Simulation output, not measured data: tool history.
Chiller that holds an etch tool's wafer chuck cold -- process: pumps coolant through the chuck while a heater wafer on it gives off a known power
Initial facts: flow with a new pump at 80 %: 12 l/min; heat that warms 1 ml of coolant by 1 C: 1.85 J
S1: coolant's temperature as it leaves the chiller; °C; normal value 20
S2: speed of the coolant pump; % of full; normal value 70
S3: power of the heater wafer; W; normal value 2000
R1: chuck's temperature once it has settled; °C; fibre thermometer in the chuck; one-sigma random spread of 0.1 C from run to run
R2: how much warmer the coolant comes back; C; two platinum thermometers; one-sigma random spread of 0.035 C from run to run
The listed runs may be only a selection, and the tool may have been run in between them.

{"run": 1, "day": 0.0, "S1": 20, "S2": 70, "S3": 2000, "R1": 37.6, "R2": 6.29}
{"run": 2, "day": 5.371, "S1": 20, "S2": 70, "S3": 2000, "R1": 37.5, "R2": 6.23}
{"run": 3, "day": 9.829, "S1": 20, "S2": 70, "S3": 1798, "R1": 35.6, "R2": 5.57}
{"run": 4, "day": 13.512, "S1": 20, "S2": 70, "S3": 1798, "R1": 35.8, "R2": 5.59}
{"run": 5, "day": 17.608, "S1": 20, "S2": 61, "S3": 2000, "R1": 39.2, "R2": 7.2}
{"run": 6, "day": 22.142, "S1": 20, "S2": 63, "S3": 2000, "R1": 39.0, "R2": 6.91}
{"day": 25.838, "done": "chiller's thermometer calibrated"}
{"run": 7, "day": 27.562, "S1": 20, "S2": 70, "S3": 2000, "R1": 37.7, "R2": 6.26}
{"run": 8, "day": 31.304, "S1": 20, "S2": 70, "S3": 2000, "R1": 37.5, "R2": 6.16}
{"run": 9, "day": 34.704, "S1": 20, "S2": 70, "S3": 1751, "R1": 35.1, "R2": 5.38}
{"run": 10, "day": 39.567, "S1": 20, "S2": 70, "S3": 1751, "R1": 35.5, "R2": 5.36}
{"run": 11, "day": 44.883, "S1": 20, "S2": 94, "S3": 1127, "R1": 28.0, "R2": 2.45}
{"run": 12, "day": 49.483, "S1": 20, "S2": 94, "S3": 1127, "R1": 28.2, "R2": 2.41}
{"run": 13, "day": 55.038, "S1": 13, "S2": 70, "S3": 1116, "R1": 22.8, "R2": 3.36}
{"run": 14, "day": 60.492, "S1": 13, "S2": 66, "S3": 1457, "R1": 26.2, "R2": 4.7}
{"run": 15, "day": 63.821, "S1": 13, "S2": 66, "S3": 1457, "R1": 26.3, "R2": 4.7}
{"run": 16, "day": 67.571, "S1": 11, "S2": 76, "S3": 2000, "R1": 27.6, "R2": 5.5}
{"run": 17, "day": 70.896, "S1": 11, "S2": 69, "S3": 2000, "R1": 28.9, "R2": 6.11}
{"run": 18, "day": 73.721, "S1": 20, "S2": 70, "S3": 2552, "R1": 42.4, "R2": 7.8}

Branching from run 18: 3 alternative next runs. What would each branch give?
{"run": "A", "day": 78.996, "S1": 12, "S2": 70, "S3": 2000, "R1": "?", "R2": "?"}
{"run": "B", "day": 78.996, "S1": 26, "S2": 64, "S3": 2000, "R1": "?", "R2": "?"}
{"run": "C", "day": 78.996, "S1": 20, "S2": 72, "S3": 1532, "R1": "?", "R2": "?"}

run=A R1=29.6 R2=6.05
run=B R1=44.7 R2=6.70
run=C R1=33.2 R2=4.44
With no hidden state in the tool, these same runs would have given:
run=A R1=29.5 R2=6.26
run=B R1=44.7 R2=6.92
run=C R1=33.2 R2=4.66
